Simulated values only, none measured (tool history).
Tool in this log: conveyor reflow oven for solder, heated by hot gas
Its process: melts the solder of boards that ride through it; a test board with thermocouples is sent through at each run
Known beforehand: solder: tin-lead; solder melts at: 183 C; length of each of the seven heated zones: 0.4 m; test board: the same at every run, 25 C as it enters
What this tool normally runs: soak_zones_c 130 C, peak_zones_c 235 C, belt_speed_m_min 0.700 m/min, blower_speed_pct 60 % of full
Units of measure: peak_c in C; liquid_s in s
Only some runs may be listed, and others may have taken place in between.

run,hour,soak_zones_c,peak_zones_c,belt_speed_m_min,blower_speed_pct,peak_c,liquid_s
1,0.0,130,235,0.700,60,209.3,41.2
2,18.7,123,235,0.700,60,207.6,37.4
3,46.2,123,235,0.700,60,207.5,37.8
4,77.0,123,230,0.700,60,203.2,33.8
5,99.9,130,245,0.700,60,217.4,48.1
6,141.6,130,245,0.700,60,217.5,48.0
7,162.4,130,245,0.700,60,217.2,47.6
8,202.5,130,245,0.700,60,217.0,46.7
9,233.3,130,245,0.700,60,216.9,48.2
10,273.4,130,245,0.700,60,217.3,47.5
11,307.5,130,245,0.700,60,217.1,48.4
12,325.0,130,235,0.700,60,209.3,39.9
13,352.4,130,235,0.700,60,209.6,41.5
14,373.2,130,235,0.700,60,209.5,40.8
15,413.4,130,235,0.700,60,209.5,41.7
16,442.0,130,235,0.700,60,209.1,41.0
17,480.1,130,235,0.700,60,209.0,40.7
18,512.2,129,228,0.638,60,207.7,43.8
19,536.4,130,232,0.632,60,210.4,47.5
20,568.4,130,232,0.632,60,210.3,47.3
21,597.6,130,232,0.581,79,219.0,61.1
22,635.0,130,234,0.711,79,214.1,45.7
23,654.0,124,235,0.680,60,208.1,40.0
24,679.3,116,234,0.653,83,215.5,48.9
25,706.9,116,234,0.653,83,215.8,48.1
26,729.8,130,235,0.700,63,210.4,42.3
27,750.9,130,225,0.700,63,202.3,34.1
28,771.6,130,225,0.606,60,205.4,45.9
29,807.1,130,227,0.606,78,213.8,53.8
30,842.0,130,227,0.606,78,212.8,53.5

Not shown here: 3 entries made in the log between runs. Locate each between two listed runs and compare the hidden state at the listed run before it with the hidden state at the listed run after it:
Between runs 7 and 8: flux residue cleaned out of gas plates and filters (hour 180.7)
  heat that the gas passes to the board, % of a clean oven's: 99.4 -> 100
Between runs 9 and 10: belt drive overhauled, speed set with a stopwatch (hour 273.4)
  belt's true speed, % of the reading: 99.97 -> 100
Between runs 25 and 26: thermocouples of zones 6 and 7 changed (hour 717.2)
  true gas temperature in zones 6 and 7 over the reading, C: -0.08 -> 0

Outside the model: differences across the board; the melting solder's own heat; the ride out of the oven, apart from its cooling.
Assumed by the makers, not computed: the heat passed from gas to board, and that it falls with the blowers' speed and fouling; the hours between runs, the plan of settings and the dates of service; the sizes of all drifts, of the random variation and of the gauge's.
